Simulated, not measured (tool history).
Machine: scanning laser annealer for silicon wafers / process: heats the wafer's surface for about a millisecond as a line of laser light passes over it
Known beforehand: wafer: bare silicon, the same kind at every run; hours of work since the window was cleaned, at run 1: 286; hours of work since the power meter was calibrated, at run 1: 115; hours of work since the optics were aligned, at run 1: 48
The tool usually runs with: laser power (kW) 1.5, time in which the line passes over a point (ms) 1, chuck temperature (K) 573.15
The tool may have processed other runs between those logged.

run	hour	laser power (kW)	time in which the line passes over a point (ms)	chuck temperature (K)	hours of work since the window was cleaned	hours of work since the power meter was calibrated	hours of work since the optics were aligned	highest temperature of the surface (K)
1	0	1.5	1	573.15	286	115	48	1319.15
2	21.6	1.5	1	573.15	295	124	57	1317.15
3	59.1	1.5	1	573.15	311	140	73	1315.15
4	90.3	1.5	1	573.15	324	153	86	1315.15
5	110.6	1.5	1.23	573.15	332	161	94	1408.15
6	152	1.5	1	573.15	349	178	111	1318.15
7	194.5	1.5	1	573.15	367	196	129	1313.15
8	217.3	1.5	1	537.15	376	205	139	1276.15
9	260.2	1.582	1	573.15	394	223	156	1360.15
10	303.6	1.548	0.7	611.15	412	241	174	1235.15
11	332	1.548	0.7	611.15	424	253	186	1233.15
12	366.7	1.5	1	581.15	439	268	201	1314.15
13	410.7	1.339	1	576.15	457	286	219	1209.15
14	452.2	1.362	0.98	578.15	474	303	236	1218.15
15	485.5	1.448	0.76	601.15	488	317	250	1195.15
16	528.6	1.632	1.15	541.15	506	335	268	1427.15
17	570.1	1.457	0.71	557.15	523	352	285	1131.15
18	587.9	1.457	0.71	557.15	531	360	293	1133.15

5 options for the next run, each taken on its own from the tool as it stands now. Forecast them:
A	629	1.5	0.77	573.15	548	377	310	?
B	629	1.405	1	573.15	548	377	310	?
C	629	1.417	0.88	590.15	548	377	310	?
D	629	1.443	0.71	567.15	548	377	310	?
E	629	1.478	1.02	542.15	548	377	310	?

run	highest temperature of the surface (K)
A	1199.15
B	1244.15
C	1217.15
D	1134.15
E	1267.15
With no hidden state in the tool, these same runs would have given:
run	highest temperature of the surface (K)
A	1224.15
B	1271.15
C	1243.15
D	1157.15
E	1296.15
